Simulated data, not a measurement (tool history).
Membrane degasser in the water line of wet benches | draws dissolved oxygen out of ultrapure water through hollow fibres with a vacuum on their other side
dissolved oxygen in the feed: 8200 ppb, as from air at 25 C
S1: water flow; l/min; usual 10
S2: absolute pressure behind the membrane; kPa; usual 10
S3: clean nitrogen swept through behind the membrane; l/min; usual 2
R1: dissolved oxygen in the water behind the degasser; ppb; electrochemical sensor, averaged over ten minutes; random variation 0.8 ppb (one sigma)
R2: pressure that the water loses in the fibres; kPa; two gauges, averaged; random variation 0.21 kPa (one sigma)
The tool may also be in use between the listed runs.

| run | hour | S1 | S2 | S3 | R1 | R2 |
|---|---|---|---|---|---|---|
| 1 | 0 | 10 | 10 | 2 | 89.6 | 47.49 |
| 2 | 62.4 | 10 | 10 | 2 | 91.6 | 47.79 |
| 3 | 152.8 | 10 | 10 | 2 | 89.9 | 47.6 |
| 4 | 219.8 | 10 | 10 | 2 | 90.9 | 47.66 |
| 5 | 300 | 10 | 6.8 | 2 | 51.1 | 48.01 |
| 6 | 399.8 | 10 | 6.8 | 2 | 51.4 | 47.29 |
| 7 | 505.4 | 10 | 6.8 | 2 | 51.1 | 47.37 |
| 8 | 597.7 | 10 | 10 | 2.27 | 80.3 | 47.78 |
| 9 | 659.4 | 10 | 10 | 2.27 | 80.2 | 48.25 |
| 10 | 757.7 | 10 | 24.1 | 1.09 | 457.2 | 48.04 |
| 11 | 843.5 | 10 | 24.1 | 1.09 | 455 | 47.93 |
| 12 | 914.6 | 10 | 24.1 | 1.09 | 450.7 | 48.19 |
| 13 | 989.6 | 10 | 10.9 | 2 | 102.9 | 47.94 |
| 14 | 1068.8 | 10 | 10.9 | 2 | 102.7 | 48.02 |
| 15 | 1114.1 | 9 | 8.7 | 0.82 | 151.8 | 43.39 |
| 16 | 1174.4 | 9 | 8.7 | 0.82 | 151.7 | 43.45 |

4 ways to go on from here, each from the tool as it stands after run 16. What would each give?
| A | 1263.1 | 9 | 6.7 | 3.08 | ? | ? |
| B | 1263.1 | 15 | 19.7 | 0.82 | ? | ? |
| C | 1263.1 | 8 | 18.7 | 2.98 | ? | ? |
| D | 1263.1 | 6 | 14 | 1.05 | ? | ? |

| run | R1 | R2 |
|---|---|---|
| A | 30.5 | 43.47 |
| B | 669.1 | 72.19 |
| C | 108.6 | 38.64 |
| D | 159.3 | 29.03 |
Without the tool's hidden state the same runs would have given:
| run | R1 | R2 |
|---|---|---|
| A | 27.5 | 42.33 |
| B | 648.5 | 70.31 |
| C | 101.8 | 37.64 |
| D | 147.4 | 28.27 |
